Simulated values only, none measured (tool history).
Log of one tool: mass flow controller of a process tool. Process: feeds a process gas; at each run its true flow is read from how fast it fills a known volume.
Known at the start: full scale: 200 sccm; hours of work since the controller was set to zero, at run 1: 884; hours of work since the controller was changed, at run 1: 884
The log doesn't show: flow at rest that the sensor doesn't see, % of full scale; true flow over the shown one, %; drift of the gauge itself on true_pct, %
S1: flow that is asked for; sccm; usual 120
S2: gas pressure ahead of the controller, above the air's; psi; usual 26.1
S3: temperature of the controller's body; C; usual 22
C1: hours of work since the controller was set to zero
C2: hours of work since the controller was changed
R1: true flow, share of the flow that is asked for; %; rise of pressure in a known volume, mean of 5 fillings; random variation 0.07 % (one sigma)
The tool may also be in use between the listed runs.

{"run": 1, "hour": 0.0, "S1": 120, "S2": 26.1, "S3": 22, "C1": 884, "C2": 884, "R1": 99.15}
{"run": 2, "hour": 54.2, "S1": 120, "S2": 26.1, "S3": 22, "C1": 923, "C2": 923, "R1": 99.05}
{"run": 3, "hour": 102.5, "S1": 120, "S2": 34.5, "S3": 22, "C1": 958, "C2": 958, "R1": 99.03}
{"run": 4, "hour": 148.1, "S1": 120, "S2": 34.5, "S3": 22, "C1": 990, "C2": 990, "R1": 99.03}
{"run": 5, "hour": 229.8, "S1": 120, "S2": 30.3, "S3": 22, "C1": 1049, "C2": 1049, "R1": 98.96}
{"run": 6, "hour": 298.5, "S1": 120, "S2": 30.3, "S3": 22, "C1": 1098, "C2": 1098, "R1": 98.97}
{"run": 7, "hour": 366.2, "S1": 120, "S2": 30.3, "S3": 22, "C1": 1147, "C2": 1147, "R1": 98.8}
{"run": 8, "hour": 412.3, "S1": 120, "S2": 26.1, "S3": 22, "C1": 1180, "C2": 1180, "R1": 98.75}
{"run": 9, "hour": 478.4, "S1": 120, "S2": 26.1, "S3": 22, "C1": 1227, "C2": 1227, "R1": 98.77}
{"run": 10, "hour": 530.8, "S1": 120, "S2": 26.1, "S3": 22, "C1": 1265, "C2": 1265, "R1": 98.58}
{"run": 11, "hour": 625.1, "S1": 120, "S2": 26.1, "S3": 22, "C1": 1332, "C2": 1332, "R1": 98.54}
{"run": 12, "hour": 713.0, "S1": 120, "S2": 26.1, "S3": 22, "C1": 1395, "C2": 1395, "R1": 98.51}
{"run": 13, "hour": 792.4, "S1": 37, "S2": 26.1, "S3": 22, "C1": 1452, "C2": 1452, "R1": 97.87}
{"run": 14, "hour": 888.0, "S1": 37, "S2": 26.1, "S3": 22, "C1": 1521, "C2": 1521, "R1": 97.75}
{"run": 15, "hour": 933.1, "S1": 37, "S2": 26.1, "S3": 22, "C1": 1553, "C2": 1553, "R1": 97.78}
{"run": 16, "hour": 1005.1, "S1": 37, "S2": 26.1, "S3": 22, "C1": 1604, "C2": 1604, "R1": 97.6}
{"run": 17, "hour": 1077.0, "S1": 37, "S2": 26.1, "S3": 22, "C1": 1656, "C2": 1656, "R1": 97.45}
{"run": 18, "hour": 1123.6, "S1": 37, "S2": 26.1, "S3": 22, "C1": 1689, "C2": 1689, "R1": 97.56}
{"run": 19, "hour": 1215.4, "S1": 120, "S2": 28.3, "S3": 22, "C1": 1755, "C2": 1755, "R1": 98.03}
{"run": 20, "hour": 1268.9, "S1": 120, "S2": 28.3, "S3": 22, "C1": 1793, "C2": 1793, "R1": 97.79}
{"run": 21, "hour": 1365.3, "S1": 120, "S2": 28.3, "S3": 22, "C1": 1863, "C2": 1863, "R1": 97.74}
{"run": 22, "hour": 1462.3, "S1": 120, "S2": 28.3, "S3": 22, "C1": 1932, "C2": 1932, "R1": 97.69}
{"run": 23, "hour": 1509.8, "S1": 120, "S2": 28.3, "S3": 22, "C1": 1966, "C2": 1966, "R1": 97.68}
{"run": 24, "hour": 1585.8, "S1": 120, "S2": 26.1, "S3": 22, "C1": 2021, "C2": 2021, "R1": 97.57}
{"run": 25, "hour": 1638.5, "S1": 120, "S2": 26.1, "S3": 22, "C1": 2058, "C2": 2058, "R1": 97.6}
{"run": 26, "hour": 1726.6, "S1": 120, "S2": 39.5, "S3": 36, "C1": 2121, "C2": 2121, "R1": 98.67}
{"run": 27, "hour": 1805.1, "S1": 120, "S2": 39.5, "S3": 36, "C1": 2178, "C2": 2178, "R1": 98.78}
{"run": 28, "hour": 1901.1, "S1": 120, "S2": 39.5, "S3": 36, "C1": 2246, "C2": 2246, "R1": 98.5}
{"run": 29, "hour": 1959.1, "S1": 173, "S2": 38.1, "S3": 34, "C1": 2288, "C2": 2288, "R1": 98.81}
{"run": 30, "hour": 2021.9, "S1": 120, "S2": 32.2, "S3": 22, "C1": 2333, "C2": 2333, "R1": 97.02}
{"run": 31, "hour": 2117.0, "S1": 44, "S2": 38.4, "S3": 30, "C1": 2401, "C2": 2401, "R1": 97.24}
{"run": 32, "hour": 2201.6, "S1": 36, "S2": 26.1, "S3": 22, "C1": 2462, "C2": 2462, "R1": 96.46}
{"run": 33, "hour": 2289.7, "S1": 22, "S2": 28.1, "S3": 37, "C1": 2525, "C2": 2525, "R1": 97.71}
{"run": 34, "hour": 2385.4, "S1": 27, "S2": 20.6, "S3": 22, "C1": 2594, "C2": 2594, "R1": 96.27}
{"run": 35, "hour": 2445.3, "S1": 27, "S2": 20.6, "S3": 22, "C1": 2636, "C2": 2636, "R1": 96.15}
{"hour": 2476.7, "done": "gauge calibrated"}
{"run": 36, "hour": 2487.9, "S1": 59, "S2": 34.2, "S3": 37, "C1": 2667, "C2": 2667, "R1": 100.26}
{"run": 37, "hour": 2565.8, "S1": 118, "S2": 37.4, "S3": 36, "C1": 2723, "C2": 2723, "R1": 100.35}
{"run": 38, "hour": 2647.3, "S1": 115, "S2": 26.1, "S3": 25, "C1": 2781, "C2": 2781, "R1": 99.25}
{"run": 39, "hour": 2693.0, "S1": 120, "S2": 40.3, "S3": 22, "C1": 2814, "C2": 2814, "R1": 98.92}
{"run": 40, "hour": 2774.5, "S1": 22, "S2": 23.1, "S3": 22, "C1": 2872, "C2": 2872, "R1": 98.34}
{"run": 41, "hour": 2815.8, "S1": 49, "S2": 20.3, "S3": 23, "C1": 2902, "C2": 2902, "R1": 98.53}
{"run": 42, "hour": 2866.0, "S1": 135, "S2": 28.0, "S3": 26, "C1": 2938, "C2": 2938, "R1": 99.28}
{"run": 43, "hour": 2960.8, "S1": 135, "S2": 28.0, "S3": 26, "C1": 3006, "C2": 3006, "R1": 99.15}
{"run": 44, "hour": 3051.7, "S1": 135, "S2": 21.6, "S3": 26, "C1": 3071, "C2": 3071, "R1": 99.25}
{"run": 45, "hour": 3101.8, "S1": 135, "S2": 21.6, "S3": 26, "C1": 3107, "C2": 3107, "R1": 99.16}
{"run": 46, "hour": 3192.3, "S1": 154, "S2": 21.6, "S3": 26, "C1": 3172, "C2": 3172, "R1": 99.18}
{"run": 47, "hour": 3239.6, "S1": 154, "S2": 39.3, "S3": 26, "C1": 3206, "C2": 3206, "R1": 98.85}
{"run": 48, "hour": 3320.1, "S1": 41, "S2": 24.8, "S3": 22, "C1": 3263, "C2": 3263, "R1": 97.72}

Measured less the same run without the tool's hidden state. The same run-to-run variation is in both; the gauge's scatter may not be:
run=1 R1=+0.00
run=2 R1=-0.06
run=3 R1=-0.11
run=4 R1=-0.16
run=5 R1=-0.24
run=6 R1=-0.31
run=7 R1=-0.38
run=8 R1=-0.43
run=9 R1=-0.49
run=10 R1=-0.55
run=11 R1=-0.65
run=12 R1=-0.73
run=13 R1=-0.81
run=14 R1=-0.91
run=15 R1=-0.96
run=16 R1=-1.03
run=17 R1=-1.10
run=18 R1=-1.14
run=19 R1=-1.24
run=20 R1=-1.30
run=21 R1=-1.39
run=22 R1=-1.49
run=23 R1=-1.54
run=24 R1=-1.62
run=25 R1=-1.68
run=26 R1=-1.79
run=27 R1=-1.87
run=28 R1=-1.97
run=29 R1=-2.03
run=30 R1=-2.06
run=31 R1=-2.17
run=32 R1=-2.24
run=33 R1=-2.37
run=34 R1=-2.43
run=35 R1=-2.49
run=36 R1=-0.03
run=37 R1=-0.11
run=38 R1=-0.19
run=39 R1=-0.24
run=40 R1=-0.33
run=41 R1=-0.37
run=42 R1=-0.42
run=43 R1=-0.51
run=44 R1=-0.61
run=45 R1=-0.66
run=46 R1=-0.75
run=47 R1=-0.80
run=48 R1=-0.88
